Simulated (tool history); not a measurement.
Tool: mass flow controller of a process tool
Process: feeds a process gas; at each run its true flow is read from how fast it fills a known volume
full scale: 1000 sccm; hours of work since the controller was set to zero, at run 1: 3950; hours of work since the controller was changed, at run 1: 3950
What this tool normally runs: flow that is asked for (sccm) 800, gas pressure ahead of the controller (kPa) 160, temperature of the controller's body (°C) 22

| run | day | flow that is asked for (sccm) | gas pressure ahead of the controller (kPa) | temperature of the controller's body (°C) | hours of work since the controller was set to zero | hours of work since the controller was changed | true flow (%) |
|---|---|---|---|---|---|---|---|
| 1 | 0.000 | 800 | 160 | 22 | 3950 | 3950 | 99.13 |
| 2 | 9.675 | 800 | 160 | 22 | 4105 | 4105 | 98.87 |
| 3 | 16.058 | 800 | 160 | 22 | 4207 | 4207 | 99.01 |
| 4 | 25.392 | 243 | 160 | 22 | 4356 | 4356 | 97.12 |
| 5 | 29.342 | 243 | 160 | 22 | 4419 | 4419 | 97.06 |
| 6 | 37.988 | 800 | 160 | 22 | 4558 | 4558 | 98.89 |
| 7 | 43.629 | 800 | 160 | 22 | 4648 | 4648 | 98.83 |
| 8 | 48.108 | 800 | 160 | 22 | 4719 | 4719 | 98.82 |
| 9 | 57.042 | 564 | 160 | 36 | 4862 | 4862 | 97.67 |
| 10 | 66.388 | 800 | 141 | 24 | 5012 | 5012 | 98.54 |
| 11 | 72.879 | 800 | 141 | 24 | 5116 | 5116 | 98.49 |
| 12 | 80.179 | 800 | 141 | 24 | 5232 | 5232 | 98.61 |
| 13 | 89.750 | 800 | 141 | 24 | 5385 | 5385 | 98.41 |
| 14 | 94.588 | 812 | 164 | 28 | 5463 | 5463 | 98.47 |
| 15 | 99.112 | 356 | 171 | 33 | 5535 | 5535 | 96.99 |
| 16 | 105.017 | 335 | 171 | 33 | 5630 | 5630 | 96.81 |

Consider 5 possible next runs. They are alternatives, not a sequence: every one starts from the tool as it was left by run 16. What does each give?
| A | 113.200 | 335 | 149 | 33 | 5760 | 5760 | ? |
| B | 113.200 | 800 | 172 | 36 | 5760 | 5760 | ? |
| C | 113.200 | 451 | 171 | 33 | 5760 | 5760 | ? |
| D | 113.200 | 498 | 160 | 22 | 5760 | 5760 | ? |
| E | 113.200 | 926 | 160 | 22 | 5760 | 5760 | ? |

| run | true flow (%) |
|---|---|
| A | 96.59 |
| B | 98.35 |
| C | 97.25 |
| D | 97.55 |
| E | 98.97 |
Without the tool's unlogged condition, the same runs would have read:
| run | true flow (%) |
|---|---|
| A | 97.11 |
| B | 98.87 |
| C | 97.77 |
| D | 98.07 |
| E | 99.50 |

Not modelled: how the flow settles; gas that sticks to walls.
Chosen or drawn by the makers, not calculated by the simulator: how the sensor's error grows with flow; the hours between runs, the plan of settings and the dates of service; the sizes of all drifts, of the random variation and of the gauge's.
